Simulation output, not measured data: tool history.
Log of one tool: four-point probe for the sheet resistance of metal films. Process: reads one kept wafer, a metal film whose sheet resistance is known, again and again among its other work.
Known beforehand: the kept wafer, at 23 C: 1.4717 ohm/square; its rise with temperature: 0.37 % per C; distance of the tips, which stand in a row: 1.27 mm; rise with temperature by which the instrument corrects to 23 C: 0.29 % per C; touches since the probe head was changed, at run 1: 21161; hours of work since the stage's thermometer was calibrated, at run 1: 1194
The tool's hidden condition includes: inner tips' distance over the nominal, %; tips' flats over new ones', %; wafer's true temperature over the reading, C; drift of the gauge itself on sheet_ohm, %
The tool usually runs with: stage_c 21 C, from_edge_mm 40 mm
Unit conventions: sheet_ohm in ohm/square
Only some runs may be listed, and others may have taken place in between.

run	hour	stage_c	from_edge_mm	touches since the probe head was changed	hours of work since the stage's thermometer was calibrated	sheet_ohm
1	0.0	21	40	21161	1194	1.472812
2	54.6	21	40	21822	1225	1.472558
# hour 67.3: stage's thermometer calibrated
3	95.0	21	40	22304	16	1.472187
4	149.9	21	40	22969	47	1.472466
5	198.0	21	40	23552	74	1.471789
6	242.7	21	40	24092	100	1.471992
7	326.3	21	40	25104	147	1.471540
8	381.7	21	40	25775	178	1.472312
# hour 439.8: stage's thermometer calibrated, once more
9	445.9	21	40	26545	3	1.474845
10	489.2	21	40	27069	28	1.474675
11	552.4	21	40	27834	64	1.475208
12	617.0	21	40	28615	101	1.475358
13	686.9	21	40	29462	140	1.475638
14	757.5	21	40	30316	180	1.474892
15	840.8	21	40	31324	228	1.474891
16	927.0	21	40	32367	277	1.475312
17	995.8	21	40	33200	316	1.474847
18	1032.4	21	40	33643	336	1.475522
19	1092.5	21	8	34370	370	1.493931
20	1135.2	20	40	34887	395	1.473673
21	1201.3	20	40	35688	432	1.474034
22	1263.8	20	40	36443	468	1.473591
23	1329.9	20	40	37243	505	1.473555

Run 24 comes next. What will it give?
24	1404.1	20	40	38142	547	?

{"run 24": {"sheet_ohm": 1.473809}}
With no hidden state in the tool, this same run would have given sheet_ohm 1.468973 ohm/square.
